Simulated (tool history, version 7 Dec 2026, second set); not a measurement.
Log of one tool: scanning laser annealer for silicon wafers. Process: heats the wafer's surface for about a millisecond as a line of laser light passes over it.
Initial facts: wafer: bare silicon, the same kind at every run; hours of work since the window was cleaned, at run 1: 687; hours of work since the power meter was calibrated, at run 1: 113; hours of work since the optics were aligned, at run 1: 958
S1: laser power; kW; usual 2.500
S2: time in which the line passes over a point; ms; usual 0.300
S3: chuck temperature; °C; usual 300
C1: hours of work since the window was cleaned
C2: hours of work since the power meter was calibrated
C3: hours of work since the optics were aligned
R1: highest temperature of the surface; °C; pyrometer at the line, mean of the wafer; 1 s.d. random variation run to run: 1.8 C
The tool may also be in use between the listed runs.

run	hour	S1	S2	S3	C1	C2	C3	R1
1	0.0	2.500	0.300	300	687	113	958	970
2	8.6	2.500	0.300	297	690	117	962	964
3	17.9	2.500	0.300	300	694	121	965	966
4	22.1	2.500	0.224	300	696	122	967	882
5	31.5	2.500	0.224	300	700	126	971	879
6	40.2	2.500	0.214	300	703	130	974	871
7	49.9	2.500	0.214	300	707	134	978	869
8	59.3	2.500	0.249	300	711	137	982	910
# hour 62.2: window over the wafer cleaned
9	70.9	2.500	0.249	300	4	141	986	902
10	75.4	2.500	0.249	300	5	143	988	905
11	80.3	2.500	0.320	300	7	145	990	978
12	86.8	2.500	0.320	300	10	148	993	979
13	91.3	2.500	0.320	333	12	150	994	1014
14	100.6	2.500	0.234	300	16	153	998	885
15	109.6	2.500	0.234	300	19	157	1002	885
16	116.4	2.500	0.313	273	22	160	1005	946
# hour 122.6: window over the wafer cleaned, once more
17	126.4	2.659	0.233	300	2	163	1008	970
18	133.0	2.592	0.325	300	4	166	1010	1058
19	138.0	2.592	0.325	300	6	168	1013	1058
20	146.1	2.690	0.300	300	10	171	1016	1061
21	155.7	2.500	0.351	260	13	175	1020	1019
22	164.8	2.177	0.223	307	17	179	1023	832
23	174.5	2.598	0.304	300	21	183	1027	1040
24	179.9	2.500	0.258	300	23	185	1030	951
25	188.8	2.500	0.258	300	27	188	1033	953
26	197.3	2.500	0.212	300	30	192	1037	893

3 options for the next run, each taken on its own from the tool as it stands now. Forecast them:
A	206.4	2.500	0.342	300	34	196	1040	?
B	206.4	2.500	0.361	300	34	196	1040	?
C	206.4	2.295	0.212	300	34	196	1040	?

run	R1
A	1045
B	1064
C	838
Stripped of hidden state, with their random variation kept, the same runs would have yielded:
run	R1
A	1056
B	1076
C	846
